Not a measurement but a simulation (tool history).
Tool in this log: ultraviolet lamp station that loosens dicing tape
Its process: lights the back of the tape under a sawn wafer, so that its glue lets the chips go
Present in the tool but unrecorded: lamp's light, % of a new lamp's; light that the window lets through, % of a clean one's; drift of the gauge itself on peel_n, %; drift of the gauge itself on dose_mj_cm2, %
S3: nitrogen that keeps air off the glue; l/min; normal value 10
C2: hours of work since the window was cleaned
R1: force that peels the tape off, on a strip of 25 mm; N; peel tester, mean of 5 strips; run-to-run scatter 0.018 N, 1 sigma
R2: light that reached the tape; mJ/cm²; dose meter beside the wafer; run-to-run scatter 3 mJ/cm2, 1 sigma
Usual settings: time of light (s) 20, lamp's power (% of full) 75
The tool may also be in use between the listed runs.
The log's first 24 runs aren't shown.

run 25 day=8.554 | time_of_light_(s)=27 lamp's_power_(%_of_full)=82 S3=5 | hours_of_work_of_the_lamp=124 C2=256 | R1=0.724 R2=600
run 26 day=8.879 | time_of_light_(s)=27 lamp's_power_(%_of_full)=82 S3=5 | hours_of_work_of_the_lamp=128 C2=260 | R1=0.719 R2=597
run 27 day=9.375 | time_of_light_(s)=35 lamp's_power_(%_of_full)=84 S3=7 | hours_of_work_of_the_lamp=134 C2=266 | R1=0.335 R2=795
run 28 day=9.771 | time_of_light_(s)=18 lamp's_power_(%_of_full)=99 S3=11 | hours_of_work_of_the_lamp=138 C2=270 | R1=0.674 R2=480
run 29 day=10.083 | time_of_light_(s)=29 lamp's_power_(%_of_full)=75 S3=8 | hours_of_work_of_the_lamp=142 C2=274 | R1=0.558 R2=586
run 30 day=10.421 | time_of_light_(s)=34 lamp's_power_(%_of_full)=86 S3=10 | hours_of_work_of_the_lamp=146 C2=278 | R1=0.317 R2=774
run 31 day=10.883 | time_of_light_(s)=12 lamp's_power_(%_of_full)=89 S3=9 | hours_of_work_of_the_lamp=151 C2=283 | R1=2.08 R2=288
run 32 day=11.408 | time_of_light_(s)=12 lamp's_power_(%_of_full)=89 S3=9 | hours_of_work_of_the_lamp=157 C2=289 | R1=2.068 R2=283
run 33 day=11.633 | time_of_light_(s)=12 lamp's_power_(%_of_full)=89 S3=9 | hours_of_work_of_the_lamp=160 C2=292 | R1=2.081 R2=287
run 34 day=11.954 | time_of_light_(s)=17 lamp's_power_(%_of_full)=65 S3=4 | hours_of_work_of_the_lamp=163 C2=295 | R1=2.863 R2=293
run 35 day=12.404 | time_of_light_(s)=13 lamp's_power_(%_of_full)=65 S3=10 | hours_of_work_of_the_lamp=168 C2=300 | R1=2.768 R2=224
run 36 day=12.675 | time_of_light_(s)=31 lamp's_power_(%_of_full)=79 S3=20 | hours_of_work_of_the_lamp=171 C2=304 | R1=0.304 R2=651
run 37 day=13.067 | time_of_light_(s)=31 lamp's_power_(%_of_full)=79 S3=20 | hours_of_work_of_the_lamp=176 C2=308 | R1=0.305 R2=647
run 38 day=13.438 | time_of_light_(s)=31 lamp's_power_(%_of_full)=79 S3=20 | hours_of_work_of_the_lamp=180 C2=312 | R1=0.307 R2=657
run 39 day=13.925 | time_of_light_(s)=31 lamp's_power_(%_of_full)=79 S3=20 | hours_of_work_of_the_lamp=186 C2=318 | R1=0.307 R2=648
run 40 day=14.304 | time_of_light_(s)=26 lamp's_power_(%_of_full)=64 S3=6 | hours_of_work_of_the_lamp=190 C2=322 | R1=1.186 R2=439
run 41 day=14.721 | time_of_light_(s)=26 lamp's_power_(%_of_full)=64 S3=6 | hours_of_work_of_the_lamp=195 C2=327 | R1=1.19 R2=440
run 42 day=15.129 | time_of_light_(s)=23 lamp's_power_(%_of_full)=70 S3=11 | hours_of_work_of_the_lamp=200 C2=332 | R1=0.904 R2=423
-- day=15.375 window cleaned of glue's vapour
run 43 day=15.625 | time_of_light_(s)=25 lamp's_power_(%_of_full)=75 S3=12 | hours_of_work_of_the_lamp=205 C2=3 | R1=0.521 R2=523

What if the next run were any one of these 4? Each begins from the tool's condition after run 43:
run A day=16 | time_of_light_(s)=29 lamp's_power_(%_of_full)=86 S3=9 | hours_of_work_of_the_lamp=209 C2=7 | R1=? R2=?
run B day=16 | time_of_light_(s)=29 lamp's_power_(%_of_full)=75 S3=4 | hours_of_work_of_the_lamp=209 C2=7 | R1=? R2=?
run C day=16 | time_of_light_(s)=33 lamp's_power_(%_of_full)=75 S3=12 | hours_of_work_of_the_lamp=209 C2=7 | R1=? R2=?
run D day=16 | time_of_light_(s)=13 lamp's_power_(%_of_full)=96 S3=17 | hours_of_work_of_the_lamp=209 C2=7 | R1=? R2=?

run=A R1=0.363 R2=689
run=B R1=0.828 R2=601
run=C R1=0.351 R2=687
run=D R1=1.08 R2=344
The same runs, with their run-to-run variation unchanged, on a tool lacking any hidden condition would have given:
run=A R1=0.337 R2=725
run=B R1=0.746 R2=633
run=C R1=0.33 R2=722
run=D R1=0.974 R2=362

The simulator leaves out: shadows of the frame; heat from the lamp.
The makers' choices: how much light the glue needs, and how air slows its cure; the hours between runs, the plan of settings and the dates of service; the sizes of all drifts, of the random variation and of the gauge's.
